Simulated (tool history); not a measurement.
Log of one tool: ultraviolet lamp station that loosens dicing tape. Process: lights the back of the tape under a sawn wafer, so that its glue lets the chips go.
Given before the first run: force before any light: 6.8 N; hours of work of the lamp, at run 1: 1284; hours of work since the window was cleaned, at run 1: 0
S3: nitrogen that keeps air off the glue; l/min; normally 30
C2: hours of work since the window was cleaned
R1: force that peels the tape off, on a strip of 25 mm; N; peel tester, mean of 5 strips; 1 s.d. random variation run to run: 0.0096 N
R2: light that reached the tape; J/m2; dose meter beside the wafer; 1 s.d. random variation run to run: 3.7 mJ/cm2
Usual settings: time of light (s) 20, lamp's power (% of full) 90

run 1 hour=0 | time_of_light_(s)=20 lamp's_power_(%_of_full)=90 S3=30 | hours_of_work_of_the_lamp=1284 C2=0 | R1=0.633 R2=5110
run 2 hour=29 | time_of_light_(s)=13 lamp's_power_(%_of_full)=90 S3=30 | hours_of_work_of_the_lamp=1307 C2=23 | R1=1.443 R2=3280
run 3 hour=80.3 | time_of_light_(s)=13 lamp's_power_(%_of_full)=90 S3=30 | hours_of_work_of_the_lamp=1348 C2=64 | R1=1.444 R2=3230
run 4 hour=112 | time_of_light_(s)=13 lamp's_power_(%_of_full)=90 S3=30 | hours_of_work_of_the_lamp=1373 C2=90 | R1=1.472 R2=3200
run 5 hour=134.6 | time_of_light_(s)=20 lamp's_power_(%_of_full)=90 S3=15 | hours_of_work_of_the_lamp=1391 C2=108 | R1=1.07 R2=4910
run 6 hour=158.5 | time_of_light_(s)=20 lamp's_power_(%_of_full)=90 S3=22 | hours_of_work_of_the_lamp=1411 C2=127 | R1=0.83 R2=4780
run 7 hour=185.6 | time_of_light_(s)=24 lamp's_power_(%_of_full)=90 S3=22 | hours_of_work_of_the_lamp=1432 C2=148 | R1=0.606 R2=5700
run 8 hour=236.5 | time_of_light_(s)=24 lamp's_power_(%_of_full)=90 S3=22 | hours_of_work_of_the_lamp=1473 C2=189 | R1=0.628 R2=5670
run 9 hour=274.5 | time_of_light_(s)=24 lamp's_power_(%_of_full)=90 S3=22 | hours_of_work_of_the_lamp=1503 C2=219 | R1=0.659 R2=5580
run 10 hour=321.4 | time_of_light_(s)=20 lamp's_power_(%_of_full)=90 S3=30 | hours_of_work_of_the_lamp=1541 C2=257 | R1=0.809 R2=4560
run 11 hour=348.8 | time_of_light_(s)=20 lamp's_power_(%_of_full)=90 S3=30 | hours_of_work_of_the_lamp=1563 C2=279 | R1=0.813 R2=4570
run 12 hour=386 | time_of_light_(s)=20 lamp's_power_(%_of_full)=90 S3=30 | hours_of_work_of_the_lamp=1592 C2=308 | R1=0.835 R2=4430
run 13 hour=411.2 | time_of_light_(s)=20 lamp's_power_(%_of_full)=90 S3=30 | hours_of_work_of_the_lamp=1612 C2=329 | R1=0.834 R2=4400
run 14 hour=458.1 | time_of_light_(s)=20 lamp's_power_(%_of_full)=90 S3=30 | hours_of_work_of_the_lamp=1650 C2=366 | R1=0.85 R2=4340
run 15 hour=505.2 | time_of_light_(s)=20 lamp's_power_(%_of_full)=91 S3=18 | hours_of_work_of_the_lamp=1688 C2=404 | R1=1.221 R2=4300
run 16 hour=538.8 | time_of_light_(s)=27 lamp's_power_(%_of_full)=91 S3=32 | hours_of_work_of_the_lamp=1714 C2=431 | R1=0.467 R2=5790
run 17 hour=561.2 | time_of_light_(s)=27 lamp's_power_(%_of_full)=91 S3=32 | hours_of_work_of_the_lamp=1732 C2=449 | R1=0.468 R2=5710
run 18 hour=586.7 | time_of_light_(s)=27 lamp's_power_(%_of_full)=91 S3=32 | hours_of_work_of_the_lamp=1753 C2=469 | R1=0.48 R2=5680
run 19 hour=619.1 | time_of_light_(s)=27 lamp's_power_(%_of_full)=91 S3=32 | hours_of_work_of_the_lamp=1779 C2=495 | R1=0.499 R2=5650
run 20 hour=663.8 | time_of_light_(s)=27 lamp's_power_(%_of_full)=91 S3=32 | hours_of_work_of_the_lamp=1814 C2=531 | R1=0.538 R2=5540
run 21 hour=687.8 | time_of_light_(s)=15 lamp's_power_(%_of_full)=87 S3=14 | hours_of_work_of_the_lamp=1834 C2=550 | R1=2.214 R2=2900
run 22 hour=740.7 | time_of_light_(s)=34 lamp's_power_(%_of_full)=72 S3=34 | hours_of_work_of_the_lamp=1876 C2=592 | R1=0.526 R2=5300
run 23 hour=764.7 | time_of_light_(s)=34 lamp's_power_(%_of_full)=72 S3=34 | hours_of_work_of_the_lamp=1895 C2=611 | R1=0.525 R2=5300
-- hour=780.8 window cleaned of glue's vapour
-- hour=811.1 lamp changed
run 24 hour=819.7 | time_of_light_(s)=34 lamp's_power_(%_of_full)=72 S3=34 | hours_of_work_of_the_lamp=7 C2=30 | R1=0.203 R2=8290
run 25 hour=873.6 | time_of_light_(s)=34 lamp's_power_(%_of_full)=72 S3=34 | hours_of_work_of_the_lamp=50 C2=73 | R1=0.215 R2=8170
run 26 hour=896.2 | time_of_light_(s)=15 lamp's_power_(%_of_full)=85 S3=11 | hours_of_work_of_the_lamp=68 C2=91 | R1=1.591 R2=4220
run 27 hour=922.9 | time_of_light_(s)=15 lamp's_power_(%_of_full)=85 S3=11 | hours_of_work_of_the_lamp=89 C2=113 | R1=1.577 R2=4170
run 28 hour=958.7 | time_of_light_(s)=33 lamp's_power_(%_of_full)=90 S3=16 | hours_of_work_of_the_lamp=118 C2=141 | R1=0.235 R2=9670

Below are 5 alternative next runs, each starting from the tool's condition after run 28. Predict each:
run A hour=983.6 | time_of_light_(s)=21 lamp's_power_(%_of_full)=83 S3=14 | hours_of_work_of_the_lamp=138 C2=161 | R1=? R2=?
run B hour=983.6 | time_of_light_(s)=39 lamp's_power_(%_of_full)=80 S3=9 | hours_of_work_of_the_lamp=138 C2=161 | R1=? R2=?
run C hour=983.6 | time_of_light_(s)=29 lamp's_power_(%_of_full)=98 S3=57 | hours_of_work_of_the_lamp=138 C2=161 | R1=? R2=?
run D hour=983.6 | time_of_light_(s)=15 lamp's_power_(%_of_full)=71 S3=16 | hours_of_work_of_the_lamp=138 C2=161 | R1=? R2=?
run E hour=983.6 | time_of_light_(s)=35 lamp's_power_(%_of_full)=72 S3=29 | hours_of_work_of_the_lamp=138 C2=161 | R1=? R2=?

run=A R1=0.846 R2=5630
run=B R1=0.321 R2=10060
run=C R1=0.134 R2=9120
run=D R1=1.682 R2=3420
run=E R1=0.231 R2=8150
What these runs would have given with no unlogged condition in the tool:
run=A R1=0.738 R2=6040
run=B R1=0.273 R2=10790
run=C R1=0.124 R2=9780
run=D R1=1.529 R2=3670
run=E R1=0.2 R2=8740
